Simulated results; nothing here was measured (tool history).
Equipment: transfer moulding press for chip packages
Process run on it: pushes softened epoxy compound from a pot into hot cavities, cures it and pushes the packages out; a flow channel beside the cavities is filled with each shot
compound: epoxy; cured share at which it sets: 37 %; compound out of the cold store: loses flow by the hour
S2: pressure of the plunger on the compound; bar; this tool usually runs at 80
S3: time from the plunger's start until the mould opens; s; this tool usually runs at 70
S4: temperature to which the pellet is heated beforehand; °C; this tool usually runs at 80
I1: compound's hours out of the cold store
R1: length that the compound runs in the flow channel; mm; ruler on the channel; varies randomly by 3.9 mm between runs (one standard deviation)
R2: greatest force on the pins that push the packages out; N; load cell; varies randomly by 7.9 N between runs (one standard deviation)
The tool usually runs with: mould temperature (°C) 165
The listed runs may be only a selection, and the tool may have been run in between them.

{"run": 1, "hour": 0.0, "mould temperature (°C)": 165, "S2": 80, "S3": 70, "S4": 80, "I1": 21, "R1": 626, "R2": 453}
{"hour": 34.1, "done": "cavities cleaned with cleaning compound and waxed"}
{"run": 2, "hour": 39.0, "mould temperature (°C)": 165, "S2": 80, "S3": 70, "S4": 80, "I1": 30.9, "R1": 586, "R2": 372}
{"hour": 78.9, "done": "cavities cleaned with cleaning compound and waxed"}
{"hour": 95.2, "done": "plunger's sealing rings changed"}
{"run": 3, "hour": 103.8, "mould temperature (°C)": 165, "S2": 80, "S3": 70, "S4": 80, "I1": 23.9, "R1": 658, "R2": 471}
{"hour": 125.3, "done": "cavities cleaned with cleaning compound and waxed"}
{"run": 4, "hour": 161.0, "mould temperature (°C)": 165, "S2": 80, "S3": 70, "S4": 80, "I1": 22.4, "R1": 654, "R2": 527}
{"hour": 169.1, "done": "cavities cleaned with cleaning compound and waxed"}
{"run": 5, "hour": 203.6, "mould temperature (°C)": 165, "S2": 80, "S3": 70, "S4": 80, "I1": 32.9, "R1": 623, "R2": 509}
{"hour": 214.7, "done": "cavities cleaned with cleaning compound and waxed"}
{"hour": 260.6, "done": "cavities cleaned with cleaning compound and waxed"}
{"run": 6, "hour": 261.7, "mould temperature (°C)": 165, "S2": 80, "S3": 70, "S4": 80, "I1": 15.3, "R1": 674, "R2": 358}
{"hour": 307.9, "done": "cavities cleaned with cleaning compound and waxed"}
{"run": 7, "hour": 309.1, "mould temperature (°C)": 165, "S2": 80, "S3": 70, "S4": 80, "I1": 22.3, "R1": 642, "R2": 369}
{"hour": 352.6, "done": "cavities cleaned with cleaning compound and waxed"}
{"run": 8, "hour": 367.6, "mould temperature (°C)": 165, "S2": 80, "S3": 59, "S4": 80, "I1": 46.8, "R1": 571, "R2": 640}
{"hour": 388.6, "done": "mould's thermocouples calibrated"}
{"hour": 398.5, "done": "cavities cleaned with cleaning compound and waxed"}
{"run": 9, "hour": 430.7, "mould temperature (°C)": 165, "S2": 80, "S3": 70, "S4": 80, "I1": 34.6, "R1": 592, "R2": 522}
{"hour": 444.4, "done": "cavities cleaned with cleaning compound and waxed"}
{"run": 10, "hour": 469.1, "mould temperature (°C)": 165, "S2": 80, "S3": 70, "S4": 80, "I1": 11.8, "R1": 663, "R2": 557}
{"hour": 487.8, "done": "cavities cleaned with cleaning compound and waxed"}
{"run": 11, "hour": 503.8, "mould temperature (°C)": 172, "S2": 80, "S3": 70, "S4": 80, "I1": 22.5, "R1": 603, "R2": 287}
{"hour": 532.7, "done": "cavities cleaned with cleaning compound and waxed"}
{"run": 12, "hour": 562.2, "mould temperature (°C)": 172, "S2": 66, "S3": 70, "S4": 80, "I1": 42.3, "R1": 489, "R2": 329}
{"hour": 576.3, "done": "plunger's sealing rings changed"}
{"hour": 583.6, "done": "cavities cleaned with cleaning compound and waxed"}
{"hour": 629.4, "done": "cavities cleaned with cleaning compound and waxed"}
{"run": 13, "hour": 630.2, "mould temperature (°C)": 165, "S2": 80, "S3": 70, "S4": 80, "I1": 15.5, "R1": 685, "R2": 360}
{"hour": 675.7, "done": "cavities cleaned with cleaning compound and waxed"}
{"run": 14, "hour": 693.3, "mould temperature (°C)": 165, "S2": 70, "S3": 102, "S4": 80, "I1": 29.8, "R1": 588, "R2": 247}
{"hour": 723.4, "done": "cavities cleaned with cleaning compound and waxed"}
{"run": 15, "hour": 728.4, "mould temperature (°C)": 164, "S2": 93.2, "S3": 96, "S4": 76, "I1": 42.2, "R1": 638, "R2": 213}
{"hour": 771.3, "done": "cavities cleaned with cleaning compound and waxed"}
{"hour": 791.2, "done": "mould's thermocouples calibrated, once more"}
{"run": 16, "hour": 791.2, "mould temperature (°C)": 173, "S2": 80, "S3": 70, "S4": 80, "I1": 20.2, "R1": 630, "R2": 278}
{"hour": 816.8, "done": "cavities cleaned with cleaning compound and waxed"}
{"run": 17, "hour": 836.8, "mould temperature (°C)": 166, "S2": 87.9, "S3": 69, "S4": 77, "I1": 35.4, "R1": 634, "R2": 418}
{"hour": 861.4, "done": "cavities cleaned with cleaning compound and waxed"}
{"run": 18, "hour": 883.0, "mould temperature (°C)": 166, "S2": 80, "S3": 89, "S4": 77, "I1": 30, "R1": 606, "R2": 266}
{"hour": 908.8, "done": "cavities cleaned with cleaning compound and waxed"}
{"run": 19, "hour": 911.9, "mould temperature (°C)": 165, "S2": 80, "S3": 108, "S4": 81, "I1": 21.8, "R1": 630, "R2": 181}
{"hour": 952.6, "done": "cavities cleaned with cleaning compound and waxed"}
{"run": 20, "hour": 971.7, "mould temperature (°C)": 165, "S2": 85, "S3": 70, "S4": 71, "I1": 28.4, "R1": 619, "R2": 491}
{"hour": 1000.5, "done": "cavities cleaned with cleaning compound and waxed"}
{"run": 21, "hour": 1016.3, "mould temperature (°C)": 163, "S2": 64.2, "S3": 64, "S4": 73, "I1": 38.1, "R1": 503, "R2": 607}
{"hour": 1047.9, "done": "cavities cleaned with cleaning compound and waxed"}
{"hour": 1058.9, "done": "plunger's sealing rings changed"}
{"run": 22, "hour": 1082.9, "mould temperature (°C)": 163, "S2": 64.2, "S3": 88, "S4": 73, "I1": 24.1, "R1": 592, "R2": 349}
{"hour": 1096.5, "done": "cavities cleaned with cleaning compound and waxed"}
{"run": 23, "hour": 1117.3, "mould temperature (°C)": 163, "S2": 87.2, "S3": 80, "S4": 73, "I1": 41.2, "R1": 638, "R2": 349}
{"hour": 1141.3, "done": "cavities cleaned with cleaning compound and waxed"}
{"run": 24, "hour": 1157.7, "mould temperature (°C)": 161, "S2": 87.2, "S3": 59, "S4": 72, "I1": 27.8, "R1": 676, "R2": 868}
{"hour": 1187.5, "done": "cavities cleaned with cleaning compound and waxed"}
{"run": 25, "hour": 1212.9, "mould temperature (°C)": 170, "S2": 66.2, "S3": 70, "S4": 80, "I1": 17, "R1": 600, "R2": 353}

Branching from run 25: 3 alternative next runs. What would each branch give?
{"hour": 1233.9, "done": "cavities cleaned with cleaning compound and waxed"}
{"run": "A", "hour": 1253.4, "mould temperature (°C)": 165, "S2": 90.7, "S3": 86, "S4": 75, "I1": 31.1, "R1": "?", "R2": "?"}
{"hour": 1233.9, "done": "cavities cleaned with cleaning compound and waxed"}
{"run": "B", "hour": 1253.4, "mould temperature (°C)": 170, "S2": 93.2, "S3": 70, "S4": 80, "I1": 23, "R1": "?", "R2": "?"}
{"hour": 1233.9, "done": "cavities cleaned with cleaning compound and waxed"}
{"run": "C", "hour": 1253.4, "mould temperature (°C)": 170, "S2": 66.2, "S3": 70, "S4": 76, "I1": 25.3, "R1": "?", "R2": "?"}

run=A R1=658 R2=279
run=B R1=680 R2=317
run=C R1=573 R2=331
Had the tool no hidden state, the same runs would have come out as:
run=A R1=682 R2=200
run=B R1=705 R2=225
run=C R1=594 R2=237
